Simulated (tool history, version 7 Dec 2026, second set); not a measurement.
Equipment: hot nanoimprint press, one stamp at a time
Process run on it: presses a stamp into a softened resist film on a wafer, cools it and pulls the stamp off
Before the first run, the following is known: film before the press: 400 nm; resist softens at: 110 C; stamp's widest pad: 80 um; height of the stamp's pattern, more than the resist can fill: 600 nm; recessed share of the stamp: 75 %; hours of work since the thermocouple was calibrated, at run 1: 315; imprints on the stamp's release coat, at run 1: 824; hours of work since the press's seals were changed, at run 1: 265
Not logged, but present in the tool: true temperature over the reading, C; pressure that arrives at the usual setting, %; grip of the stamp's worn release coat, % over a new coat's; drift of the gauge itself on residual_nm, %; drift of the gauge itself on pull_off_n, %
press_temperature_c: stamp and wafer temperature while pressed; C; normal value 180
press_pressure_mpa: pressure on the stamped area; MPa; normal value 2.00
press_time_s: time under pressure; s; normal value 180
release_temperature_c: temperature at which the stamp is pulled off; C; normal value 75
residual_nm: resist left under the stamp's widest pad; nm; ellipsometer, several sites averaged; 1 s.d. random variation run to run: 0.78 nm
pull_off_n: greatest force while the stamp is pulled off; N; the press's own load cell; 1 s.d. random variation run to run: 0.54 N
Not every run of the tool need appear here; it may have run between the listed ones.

run	day	press_temperature_c	press_pressure_mpa	press_time_s	release_temperature_c	hours of work since the thermocouple was calibrated	imprints on the stamp's release coat	hours of work since the press's seals were changed	residual_nm	pull_off_n
1	0.000	180	2.00	180	75	315	824	265	224.8	108.8
2	0.446	180	2.88	180	75	320	864	270	188.7	109.1
# day 0.846: stamp cleaned and given a new release coat
3	1.246	180	2.88	180	75	326	35	276	190.1	110.8
4	1.692	180	2.88	180	75	331	75	282	187.3	109.3
5	2.017	180	2.00	180	75	335	104	285	224.4	108.1
6	2.638	180	2.00	180	75	342	159	292	224.3	109.6
7	3.092	180	2.00	180	75	347	199	298	224.0	110.7
# day 3.425: plate thermocouple calibrated
8	3.838	180	2.00	193	75	5	254	305	219.7	110.8
9	4.321	180	2.00	193	75	10	297	310	219.6	111.3
10	4.592	180	2.00	180	61	13	321	313	224.7	124.2
11	5.067	184	2.00	180	75	19	363	319	198.2	110.5
12	5.400	184	2.36	180	75	23	393	323	184.4	110.1
13	5.758	180	2.00	180	75	27	424	327	223.3	111.5
14	6.046	180	2.00	180	75	30	450	330	223.5	110.7
15	6.371	180	2.23	180	75	34	479	334	212.8	111.2
16	6.767	180	2.23	180	75	38	514	338	213.3	110.8
17	7.208	180	2.23	180	75	44	553	344	213.6	110.4
18	7.771	180	1.74	180	64	50	603	350	237.9	122.4
19	8.192	184	2.00	180	75	55	640	355	198.8	112.4
20	8.629	184	2.00	180	75	60	679	360	199.9	110.8
21	8.946	184	2.00	180	75	64	707	364	198.9	111.6
22	9.558	187	2.36	180	68	71	762	371	168.3	117.7
# day 10.067: gauge calibrated
23	10.138	187	2.36	180	68	77	813	377	167.4	115.5
24	10.421	187	1.52	180	72	80	838	380	208.5	112.9
# day 11.154: stamp cleaned and given a new release coat
25	11.267	187	1.52	180	72	87	10	387	210.7	112.1
26	11.879	180	1.25	267	61	94	64	394	244.8	122.7
27	12.292	180	1.25	267	61	99	101	399	243.9	122.6
28	12.775	180	2.00	180	63	105	143	405	224.5	121.1
29	13.129	180	2.00	180	63	109	175	409	224.0	120.8
30	13.633	180	2.00	180	63	115	220	415	223.2	122.6
31	13.954	185	1.60	106	69	118	248	418	252.7	116.5

Predict each of these 3 candidate next runs independently; none follows another, all start after run 31:
A	14.388	187	1.60	184	62	123	286	423	?	?
B	14.388	187	2.23	160	69	123	286	423	?	?
C	14.388	180	1.36	180	69	123	286	423	?	?

run	residual_nm	pull_off_n
A	201.7	122.6
B	181.7	116.6
C	263.9	115.1
Without the tool's hidden state the same runs would have given:
run	residual_nm	pull_off_n
A	201.6	121.1
B	181.7	115.2
C	263.8	113.7
